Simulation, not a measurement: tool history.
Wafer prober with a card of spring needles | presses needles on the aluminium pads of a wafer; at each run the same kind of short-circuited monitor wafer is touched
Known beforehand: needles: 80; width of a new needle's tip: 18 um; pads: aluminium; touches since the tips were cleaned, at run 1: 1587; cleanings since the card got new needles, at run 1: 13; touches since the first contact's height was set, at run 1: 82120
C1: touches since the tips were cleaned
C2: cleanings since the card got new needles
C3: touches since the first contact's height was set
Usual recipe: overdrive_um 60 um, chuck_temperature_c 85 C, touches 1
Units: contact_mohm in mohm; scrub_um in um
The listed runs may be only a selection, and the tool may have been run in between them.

{"run": 1, "hour": 0.0, "overdrive_um": 60, "chuck_temperature_c": 85, "touches": 1, "C1": 1587, "C2": 13, "C3": 82120, "contact_mohm": 236, "scrub_um": 9.17}
{"hour": 8.9, "done": "tips cleaned on abrasive film"}
{"hour": 19.3, "done": "height of the first contact set anew"}
{"hour": 22.0, "done": "tips cleaned on abrasive film"}
{"run": 2, "hour": 29.6, "overdrive_um": 60, "chuck_temperature_c": 85, "touches": 1, "C1": 3821, "C2": 15, "C3": 5136, "contact_mohm": 253, "scrub_um": 9.3}
{"hour": 32.8, "done": "tips cleaned on abrasive film"}
{"hour": 45.2, "done": "tips cleaned on abrasive film"}
{"hour": 57.2, "done": "tips cleaned on abrasive film"}
{"run": 3, "hour": 57.2, "overdrive_um": 61, "chuck_temperature_c": 85, "touches": 1, "C1": 0, "C2": 18, "C3": 18960, "contact_mohm": 197, "scrub_um": 9.44}
{"hour": 67.9, "done": "tips cleaned on abrasive film"}
{"run": 4, "hour": 74.1, "overdrive_um": 61, "chuck_temperature_c": 45, "touches": 1, "C1": 3133, "C2": 19, "C3": 27479, "contact_mohm": 246, "scrub_um": 9.42}
{"hour": 78.5, "done": "tips cleaned on abrasive film"}
{"hour": 90.6, "done": "tips cleaned on abrasive film"}
{"run": 5, "hour": 95.2, "overdrive_um": 61, "chuck_temperature_c": 45, "touches": 1, "C1": 2319, "C2": 21, "C3": 38046, "contact_mohm": 241, "scrub_um": 9.36}
{"hour": 101.5, "done": "tips cleaned on abrasive film"}
{"hour": 112.8, "done": "tips cleaned on abrasive film"}
{"hour": 124.2, "done": "tips cleaned on abrasive film"}
{"run": 6, "hour": 124.2, "overdrive_um": 61, "chuck_temperature_c": 45, "touches": 1, "C1": 0, "C2": 24, "C3": 52585, "contact_mohm": 191, "scrub_um": 9.36}
{"hour": 134.9, "done": "tips cleaned on abrasive film"}
{"hour": 146.8, "done": "tips cleaned on abrasive film"}
{"run": 7, "hour": 147.0, "overdrive_um": 60, "chuck_temperature_c": 85, "touches": 1, "C1": 97, "C2": 26, "C3": 64028, "contact_mohm": 203, "scrub_um": 9.16}
{"hour": 157.5, "done": "tips cleaned on abrasive film"}
{"hour": 168.3, "done": "tips cleaned on abrasive film"}
{"run": 8, "hour": 176.8, "overdrive_um": 60, "chuck_temperature_c": 85, "touches": 1, "C1": 4296, "C2": 28, "C3": 79001, "contact_mohm": 263, "scrub_um": 9.17}
{"hour": 180.9, "done": "tips cleaned on abrasive film"}
{"hour": 191.7, "done": "tips cleaned on abrasive film"}
{"hour": 200.9, "done": "height of the first contact set anew"}
{"hour": 202.8, "done": "tips cleaned on abrasive film"}
{"run": 9, "hour": 207.4, "overdrive_um": 60, "chuck_temperature_c": 85, "touches": 1, "C1": 2341, "C2": 31, "C3": 3234, "contact_mohm": 240, "scrub_um": 9.28}
{"hour": 215.5, "done": "tips cleaned on abrasive film"}
{"hour": 226.8, "done": "tips cleaned on abrasive film"}
{"run": 10, "hour": 230.3, "overdrive_um": 56, "chuck_temperature_c": 47, "touches": 1, "C1": 1753, "C2": 33, "C3": 14679, "contact_mohm": 233, "scrub_um": 8.67}
{"hour": 237.5, "done": "tips cleaned on abrasive film"}
{"hour": 249.8, "done": "tips cleaned on abrasive film"}
{"run": 11, "hour": 253.6, "overdrive_um": 60, "chuck_temperature_c": 110, "touches": 1, "C1": 1924, "C2": 35, "C3": 26414, "contact_mohm": 238, "scrub_um": 9.23}
{"hour": 261.8, "done": "tips cleaned on abrasive film"}
{"hour": 272.7, "done": "tips cleaned on abrasive film"}
{"run": 12, "hour": 282.4, "overdrive_um": 60, "chuck_temperature_c": 110, "touches": 1, "C1": 4871, "C2": 37, "C3": 40850, "contact_mohm": 266, "scrub_um": 9.24}
{"hour": 284.7, "done": "tips cleaned on abrasive film"}
{"hour": 297.5, "done": "tips cleaned on abrasive film"}
{"run": 13, "hour": 304.8, "overdrive_um": 60, "chuck_temperature_c": 110, "touches": 1, "C1": 3676, "C2": 39, "C3": 52079, "contact_mohm": 260, "scrub_um": 9.21}
{"hour": 309.5, "done": "tips cleaned on abrasive film"}
{"run": 14, "hour": 318.8, "overdrive_um": 71, "chuck_temperature_c": 66, "touches": 2, "C1": 4722, "C2": 40, "C3": 59141, "contact_mohm": 218, "scrub_um": 10.88}
{"hour": 321.2, "done": "tips cleaned on abrasive film"}
{"hour": 332.2, "done": "tips cleaned on abrasive film"}
{"hour": 343.2, "done": "tips cleaned on abrasive film"}
{"run": 15, "hour": 346.0, "overdrive_um": 71, "chuck_temperature_c": 66, "touches": 2, "C1": 1395, "C2": 43, "C3": 72725, "contact_mohm": 203, "scrub_um": 10.87}
{"hour": 355.0, "done": "tips cleaned on abrasive film"}
{"hour": 366.0, "done": "tips cleaned on abrasive film"}
{"run": 16, "hour": 369.0, "overdrive_um": 71, "chuck_temperature_c": 66, "touches": 2, "C1": 1549, "C2": 45, "C3": 84298, "contact_mohm": 208, "scrub_um": 10.85}
{"hour": 378.0, "done": "tips cleaned on abrasive film"}
{"hour": 383.0, "done": "height of the first contact set anew"}
{"hour": 390.8, "done": "tips cleaned on abrasive film"}
{"run": 17, "hour": 393.8, "overdrive_um": 71, "chuck_temperature_c": 66, "touches": 2, "C1": 1534, "C2": 47, "C3": 5394, "contact_mohm": 206, "scrub_um": 11.0}

Consider 3 possible next runs. They are alternatives, not a sequence: every one starts from the tool as it was left by run 17. What does each give?
{"hour": 401.5, "done": "tips cleaned on abrasive film"}
{"hour": 412.5, "done": "tips cleaned on abrasive film"}
{"run": "A", "hour": 412.5, "overdrive_um": 59, "chuck_temperature_c": 85, "touches": 1, "C1": 0, "C2": 49, "C3": 14765, "contact_mohm": "?", "scrub_um": "?"}
{"hour": 401.5, "done": "tips cleaned on abrasive film"}
{"hour": 412.5, "done": "tips cleaned on abrasive film"}
{"run": "B", "hour": 412.5, "overdrive_um": 60, "chuck_temperature_c": 85, "touches": 1, "C1": 0, "C2": 49, "C3": 14765, "contact_mohm": "?", "scrub_um": "?"}
{"hour": 401.5, "done": "tips cleaned on abrasive film"}
{"hour": 412.5, "done": "tips cleaned on abrasive film"}
{"run": "C", "hour": 412.5, "overdrive_um": 60, "chuck_temperature_c": 82, "touches": 1, "C1": 0, "C2": 49, "C3": 14765, "contact_mohm": "?", "scrub_um": "?"}

run=A contact_mohm=203 scrub_um=9.10
run=B contact_mohm=201 scrub_um=9.27
run=C contact_mohm=197 scrub_um=9.25
Take away the tool's hidden state, keep each run's random variation, and the runs would have read:
run=A contact_mohm=194 scrub_um=9.13
run=B contact_mohm=193 scrub_um=9.30
run=C contact_mohm=190 scrub_um=9.28
